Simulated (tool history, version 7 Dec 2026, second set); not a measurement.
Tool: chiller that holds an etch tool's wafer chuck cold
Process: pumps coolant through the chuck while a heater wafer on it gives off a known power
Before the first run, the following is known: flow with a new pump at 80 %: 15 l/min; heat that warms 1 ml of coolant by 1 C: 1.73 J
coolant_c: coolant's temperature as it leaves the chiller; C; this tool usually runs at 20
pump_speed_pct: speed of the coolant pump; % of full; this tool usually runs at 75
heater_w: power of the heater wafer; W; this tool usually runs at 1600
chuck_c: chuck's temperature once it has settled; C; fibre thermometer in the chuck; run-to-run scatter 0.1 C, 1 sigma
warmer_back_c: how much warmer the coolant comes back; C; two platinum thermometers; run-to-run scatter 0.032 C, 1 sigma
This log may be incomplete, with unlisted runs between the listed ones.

run	hour	coolant_c	pump_speed_pct	heater_w	chuck_c	warmer_back_c
1	0	20	75	1600	33.6	4.19
2	63.3	20	73	1600	34.1	4.31
3	107.9	20	73	1600	34.2	4.3
4	179.5	11	75	1600	25.2	4.22
5	220.2	20	75	2311	40.1	6
6	283.1	20	99	1600	31.3	3.16
7	364.9	20	99	1476	30.4	2.91
8	413.6	20	99	1476	30.4	2.92
9	492.4	20	99	1476	30.4	2.92
10	539.1	20	99	1476	30.4	2.86
11	581.8	21	75	1600	35.1	4.22
12	630.2	13	75	1600	27.2	4.15
13	682.9	13	75	1600	27.3	4.26
14	721.1	13	75	1600	27.1	4.2
15	790.1	13	75	1600	27.1	4.18
16	862.7	13	75	1600	27.3	4.26
17	943.8	13	75	1600	27.3	4.27
18	1031.3	25	75	1600	39.3	4.24
19	1107.4	25	72	1043	34.7	2.85
20	1144.7	20	75	1600	34.3	4.32
21	1195.5	20	75	1600	34.4	4.26
22	1282.6	26	67	2094	46.4	6.27
23	1360.5	26	67	2094	46.4	6.33
24	1398.5	28	74	2165	47.5	5.93
25	1470.4	28	74	2165	47.7	5.93
26	1545.6	28	74	2165	47.8	5.88
27	1609.6	20	96	1600	32.2	3.31
28	1655.6	28	75	1023	37.5	2.79
29	1741.3	28	75	1023	37.6	2.74
30	1785.5	28	75	1023	37.5	2.8
31	1867.9	28	75	1023	37.7	2.84
32	1952.5	20	62	1600	37.2	5.26

Alternative continuations, all from the tool just after run 32; predict every row:
A	1988.1	20	69	817	?	?
B	1988.1	20	89	1600	?	?
C	1988.1	30	88	1600	?	?

run	chuck_c	warmer_back_c
A	28.1	2.45
B	32.9	3.58
C	42.9	3.68
Stripped of hidden state, with their random variation kept, the same runs would have yielded:
run	chuck_c	warmer_back_c
A	27	2.25
B	31.3	3.28
C	41.3	3.37
